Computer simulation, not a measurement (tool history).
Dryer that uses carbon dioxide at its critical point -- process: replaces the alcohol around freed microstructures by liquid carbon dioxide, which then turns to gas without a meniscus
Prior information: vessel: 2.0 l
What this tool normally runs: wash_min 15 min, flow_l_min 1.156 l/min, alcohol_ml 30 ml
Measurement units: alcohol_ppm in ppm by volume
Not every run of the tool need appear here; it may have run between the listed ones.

| run | hour | wash_min | flow_l_min | alcohol_ml | alcohol_ppm |
|---|---|---|---|---|---|
| 1 | 0.0 | 15 | 1.156 | 30 | 28 |
| 2 | 10.4 | 15 | 1.156 | 30 | 18 |
| 3 | 21.4 | 15 | 1.156 | 30 | 27 |
| 4 | 33.3 | 15 | 1.156 | 30 | 37 |
| 5 | 41.6 | 15 | 1.156 | 30 | 29 |
| 6 | 48.5 | 15 | 1.890 | 30 | 9 |
| 7 | 59.6 | 15 | 1.156 | 30 | 20 |
| 8 | 69.2 | 15 | 0.790 | 30 | 119 |
| 9 | 78.3 | 15 | 0.790 | 30 | 117 |
| 10 | 87.7 | 15 | 0.790 | 30 | 101 |
| 11 | 95.1 | 11 | 0.700 | 47 | 922 |
| 12 | 103.3 | 11 | 0.700 | 40 | 784 |
| 13 | 110.3 | 11 | 0.700 | 40 | 771 |
| 14 | 116.6 | 15 | 1.140 | 94 | 47 |
| 15 | 123.5 | 16 | 1.120 | 23 | 21 |
| 16 | 134.8 | 16 | 1.120 | 23 | 19 |
| 17 | 144.4 | 16 | 1.120 | 23 | 17 |

For some of the steps in alcohol_ppm from one run to the next: how much would appear even if the tool had no hidden state, given the settings, what came in and random variation, and how much remains for the hidden state plus any gauge scatter that the measured result and the result without hidden state don't share?
What the log doesn't record here: flow that reaches the vessel past the clogged filter, %; alcohol in the recycled carbon dioxide, ppm; drift of the gauge itself on alcohol_ppm, %.
Run 10 -> 11: wash_min 15 -> 11, flow_l_min 0.790 -> 0.700, alcohol_ml 30 -> 47. alcohol_ppm +821 ppm by volume: hidden state +220, all else +601.

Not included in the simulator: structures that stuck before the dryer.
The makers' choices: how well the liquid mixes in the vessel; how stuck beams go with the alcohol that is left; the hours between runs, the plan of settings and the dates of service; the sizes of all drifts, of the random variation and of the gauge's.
